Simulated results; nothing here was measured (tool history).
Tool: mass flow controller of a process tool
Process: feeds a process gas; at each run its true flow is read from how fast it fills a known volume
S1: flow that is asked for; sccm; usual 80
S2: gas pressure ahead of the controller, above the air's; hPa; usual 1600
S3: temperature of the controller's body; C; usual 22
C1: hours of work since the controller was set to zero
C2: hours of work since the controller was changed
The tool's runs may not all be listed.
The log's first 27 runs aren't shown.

{"run": 28, "day": 155.704, "S1": 43, "S2": 2130, "S3": 23, "C1": 3324, "C2": 3324, "true flow (%)": 98.78}
{"run": 29, "day": 159.454, "S1": 76, "S2": 2130, "S3": 22, "C1": 3368, "C2": 3368, "true flow (%)": 99.58}
{"run": 30, "day": 165.525, "S1": 76, "S2": 2130, "S3": 22, "C1": 3440, "C2": 3440, "true flow (%)": 99.71}
{"run": 31, "day": 169.525, "S1": 26, "S2": 1600, "S3": 35, "C1": 3487, "C2": 3487, "true flow (%)": 98.57}
{"run": 32, "day": 173.662, "S1": 26, "S2": 1600, "S3": 35, "C1": 3535, "C2": 3535, "true flow (%)": 98.44}
{"run": 33, "day": 181.425, "S1": 26, "S2": 1600, "S3": 35, "C1": 3627, "C2": 3627, "true flow (%)": 98.41}
{"run": 34, "day": 184.729, "S1": 26, "S2": 1600, "S3": 35, "C1": 3665, "C2": 3665, "true flow (%)": 98.46}
{"run": 35, "day": 192.638, "S1": 76, "S2": 1600, "S3": 35, "C1": 3758, "C2": 3758, "true flow (%)": 100.52}
{"run": 36, "day": 198.75, "S1": 13, "S2": 1480, "S3": 27, "C1": 3830, "C2": 3830, "true flow (%)": 95.05}
{"run": 37, "day": 203.183, "S1": 11, "S2": 2700, "S3": 21, "C1": 3882, "C2": 3882, "true flow (%)": 93.93}
{"run": 38, "day": 207.142, "S1": 11, "S2": 2700, "S3": 21, "C1": 3929, "C2": 3929, "true flow (%)": 93.77}

3 ways to go on from here, each from the tool as it stands after run 38. What would each give?
{"run": "A", "day": 210.933, "S1": 21, "S2": 1610, "S3": 40, "C1": 3973, "C2": 3973, "true flow (%)": "?"}
{"run": "B", "day": 210.933, "S1": 60, "S2": 2800, "S3": 24, "C1": 3973, "C2": 3973, "true flow (%)": "?"}
{"run": "C", "day": 210.933, "S1": 80, "S2": 2440, "S3": 27, "C1": 3973, "C2": 3973, "true flow (%)": "?"}

run=A true_flow_(%)=98.22
run=B true_flow_(%)=99.68
run=C true_flow_(%)=100.33
Without the tool's hidden state the same runs would have given:
run=A true_flow_(%)=100.56
run=B true_flow_(%)=99.86
run=C true_flow_(%)=100.22
